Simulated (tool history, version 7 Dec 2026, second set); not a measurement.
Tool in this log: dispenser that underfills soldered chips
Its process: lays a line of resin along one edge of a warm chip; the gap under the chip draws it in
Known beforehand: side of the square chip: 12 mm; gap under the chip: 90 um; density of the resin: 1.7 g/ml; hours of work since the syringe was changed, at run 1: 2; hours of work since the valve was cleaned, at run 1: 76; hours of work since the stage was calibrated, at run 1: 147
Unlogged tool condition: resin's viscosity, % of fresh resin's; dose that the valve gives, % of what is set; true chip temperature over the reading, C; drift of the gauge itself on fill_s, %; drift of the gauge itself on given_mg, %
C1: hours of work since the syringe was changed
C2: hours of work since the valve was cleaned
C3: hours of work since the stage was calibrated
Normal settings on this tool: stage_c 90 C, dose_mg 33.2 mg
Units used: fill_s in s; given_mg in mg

run 1 day=0 | stage_c=90 dose_mg=33.2 | C1=2 C2=76 C3=147 | fill_s=156.6 given_mg=31.73
-- day=0.254 new syringe of resin
run 2 day=0.325 | stage_c=90 dose_mg=33.2 | C1=1 C2=81 C3=153 | fill_s=150.5 given_mg=31.71
-- day=0.588 new syringe of resin
run 3 day=0.588 | stage_c=90 dose_mg=33.2 | C1=0 C2=85 C3=157 | fill_s=138.4 given_mg=31.55
run 4 day=0.8 | stage_c=90 dose_mg=33.2 | C1=4 C2=89 C3=161 | fill_s=177.7 given_mg=31.45
-- day=0.921 new syringe of resin
run 5 day=0.996 | stage_c=90 dose_mg=32.6 | C1=1 C2=92 C3=164 | fill_s=149.6 given_mg=30.79
-- day=1.262 dispensing valve cleaned and set on the balance
-- day=1.304 new syringe of resin
run 6 day=1.362 | stage_c=90 dose_mg=33.2 | C1=1 C2=2 C3=169 | fill_s=146.4 given_mg=33.16
run 7 day=1.508 | stage_c=90 dose_mg=39 | C1=4 C2=4 C3=172 | fill_s=174.3 given_mg=39.07
-- day=1.658 new syringe of resin
run 8 day=1.708 | stage_c=90 dose_mg=39 | C1=1 C2=7 C3=175 | fill_s=148.4 given_mg=38.75
run 9 day=1.862 | stage_c=90 dose_mg=33.2 | C1=4 C2=10 C3=178 | fill_s=179.7 given_mg=33
-- day=1.996 new syringe of resin
run 10 day=2.062 | stage_c=90 dose_mg=33.2 | C1=1 C2=13 C3=181 | fill_s=151.3 given_mg=32.82
run 11 day=2.233 | stage_c=90 dose_mg=33.2 | C1=4 C2=16 C3=184 | fill_s=186.4 given_mg=32.96
-- day=2.333 new syringe of resin
run 12 day=2.383 | stage_c=90 dose_mg=33.2 | C1=1 C2=19 C3=187 | fill_s=149.5 given_mg=32.81
-- day=2.683 new syringe of resin
run 13 day=2.7 | stage_c=90 dose_mg=33.2 | C1=0 C2=24 C3=192 | fill_s=136.3 given_mg=32.74
run 14 day=2.862 | stage_c=90 dose_mg=33.2 | C1=3 C2=27 C3=195 | fill_s=176.3 given_mg=32.65
-- day=3.029 new syringe of resin
run 15 day=3.033 | stage_c=90 dose_mg=33.2 | C1=0 C2=30 C3=198 | fill_s=141.4 given_mg=32.59
run 16 day=3.204 | stage_c=103 dose_mg=33.2 | C1=3 C2=33 C3=201 | fill_s=117.3 given_mg=32.51
run 17 day=3.346 | stage_c=78 dose_mg=32.6 | C1=6 C2=35 C3=203 | fill_s=304.6 given_mg=31.82
-- day=3.383 new syringe of resin
run 18 day=3.496 | stage_c=82 dose_mg=33.2 | C1=2 C2=38 C3=206 | fill_s=206.7 given_mg=32.43
-- day=3.725 new syringe of resin
run 19 day=3.817 | stage_c=91 dose_mg=39.9 | C1=2 C2=43 C3=211 | fill_s=144.8 given_mg=39.05
-- day=4.062 new syringe of resin
run 20 day=4.108 | stage_c=91 dose_mg=39.9 | C1=1 C2=48 C3=216 | fill_s=143.5 given_mg=38.91
-- day=4.396 new syringe of resin
run 21 day=4.408 | stage_c=90 dose_mg=29.3 | C1=0 C2=53 C3=221 | fill_s=145.7 given_mg=28.28
run 22 day=4.592 | stage_c=93 dose_mg=28.6 | C1=3 C2=56 C3=224 | fill_s=170.9 given_mg=27.63
-- day=4.746 new syringe of resin
run 23 day=4.85 | stage_c=93 dose_mg=28.6 | C1=2 C2=61 C3=229 | fill_s=151.4 given_mg=27.61
-- day=5.083 new syringe of resin
run 24 day=5.096 | stage_c=78 dose_mg=41.5 | C1=0 C2=65 C3=233 | fill_s=203.8 given_mg=40.18
run 25 day=5.371 | stage_c=89 dose_mg=32.8 | C1=5 C2=70 C3=238 | fill_s=203 given_mg=31.5
-- day=5.421 new syringe of resin
run 26 day=5.521 | stage_c=99 dose_mg=35.8 | C1=2 C2=72 C3=240 | fill_s=116 given_mg=34.32
-- day=5.754 new syringe of resin
run 27 day=5.838 | stage_c=86 dose_mg=40.4 | C1=1 C2=77 C3=245 | fill_s=172.3 given_mg=38.63
-- day=6.083 new syringe of resin
run 28 day=6.15 | stage_c=86 dose_mg=40.4 | C1=1 C2=83 C3=251 | fill_s=169.7 given_mg=38.58
-- day=6.429 new syringe of resin
run 29 day=6.438 | stage_c=100 dose_mg=29 | C1=0 C2=87 C3=255 | fill_s=110.2 given_mg=27.47
run 30 day=6.654 | stage_c=91 dose_mg=29.1 | C1=4 C2=91 C3=259 | fill_s=187 given_mg=27.66
-- day=6.779 new syringe of resin
run 31 day=6.792 | stage_c=96 dose_mg=41.5 | C1=0 C2=93 C3=261 | fill_s=114.8 given_mg=39.36

Branching from run 31: 4 alternative next runs. What would each branch give?
-- day=7.012 dispensing valve cleaned and set on the balance
-- day=7.162 new syringe of resin
run A day=7.162 | stage_c=96 dose_mg=38.4 | C1=0 C2=2 C3=267 | fill_s=? given_mg=?
-- day=7.012 dispensing valve cleaned and set on the balance
-- day=7.162 new syringe of resin
run B day=7.162 | stage_c=85 dose_mg=41.5 | C1=0 C2=2 C3=267 | fill_s=? given_mg=?
-- day=7.012 dispensing valve cleaned and set on the balance
-- day=7.162 new syringe of resin
run C day=7.162 | stage_c=103 dose_mg=28.7 | C1=0 C2=2 C3=267 | fill_s=? given_mg=?
-- day=7.012 dispensing valve cleaned and set on the balance
-- day=7.162 new syringe of resin
run D day=7.162 | stage_c=79 dose_mg=31.7 | C1=0 C2=2 C3=267 | fill_s=? given_mg=?

run=A fill_s=114.7 given_mg=38.2
run=B fill_s=162.2 given_mg=41.47
run=C fill_s=96.4 given_mg=28.55
run=D fill_s=199.9 given_mg=31.73
Had the tool no hidden state, the same runs would have come out as:
run=A fill_s=110.3 given_mg=38.24
run=B fill_s=155.7 given_mg=41.52
run=C fill_s=92.8 given_mg=28.59
run=D fill_s=191.6 given_mg=31.76
